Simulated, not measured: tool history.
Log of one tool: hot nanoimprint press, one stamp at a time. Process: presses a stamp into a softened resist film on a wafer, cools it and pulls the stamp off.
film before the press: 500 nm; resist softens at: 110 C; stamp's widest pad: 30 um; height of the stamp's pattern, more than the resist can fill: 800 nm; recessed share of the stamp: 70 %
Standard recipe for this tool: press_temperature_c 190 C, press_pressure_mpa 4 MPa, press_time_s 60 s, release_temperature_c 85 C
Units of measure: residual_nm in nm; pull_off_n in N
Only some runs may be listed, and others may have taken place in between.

run	hour	press_temperature_c	press_pressure_mpa	press_time_s	release_temperature_c	residual_nm	pull_off_n
1	0	190	4	60	85	298	129
2	25.6	190	4	60	85	302.1	121
3	41.3	190	4	60	85	300.1	121
4	68.7	190	4	60	85	299.4	134
5	84.7	190	4	60	85	298.5	132
6	98.9	192	4	60	85	282.3	138
7	122.6	192	4	60	85	283.2	139
8	147.4	190	4	60	85	307.5	143
9	170.2	190	4	60	85	304.4	153
10	193.6	190	4	116	85	248.9	153
# hour 206.9: stamp cleaned and given a new release coat
11	227.5	190	4	116	85	250.5	127
# hour 258.7: plate thermocouple calibrated
12	258.7	187	4	60	85	307	123
13	279.7	190	4	60	85	281.8	124
14	294.1	190	4	60	85	280.2	133
15	316.2	190	4	60	85	283	132
16	347.2	190	4	60	85	284.1	141
17	369	185	5.16	60	74	302.5	167
18	384.7	190	4	36	88	331.3	139
19	406.8	190	4.29	115	85	221.4	143
# hour 417.3: stamp cleaned and given a new release coat
20	431.2	190	4	50	85	300.7	123
21	449.6	190	4	50	85	302.4	124
22	468.6	190	4	50	85	305.5	123
23	498.2	190	4	60	76	287.9	153
24	519	186	4	34	76	375.6	156
25	548	197	3.91	42	87	264.4	135
26	575.7	197	4.54	42	90	249	132
27	593.7	197	4.54	42	90	246.7	130

Run 28 comes next. What will it give?
# hour 624.4: stamp cleaned and given a new release coat
28	629.8	185	4	60	85	?	?

Logged for run 28: residual_nm 340.3 nm, pull_off_n 121 N.
With the hidden condition absent and the run-to-run variation left alone, this run would have shown residual_nm 324.2 nm, pull_off_n 117 N.

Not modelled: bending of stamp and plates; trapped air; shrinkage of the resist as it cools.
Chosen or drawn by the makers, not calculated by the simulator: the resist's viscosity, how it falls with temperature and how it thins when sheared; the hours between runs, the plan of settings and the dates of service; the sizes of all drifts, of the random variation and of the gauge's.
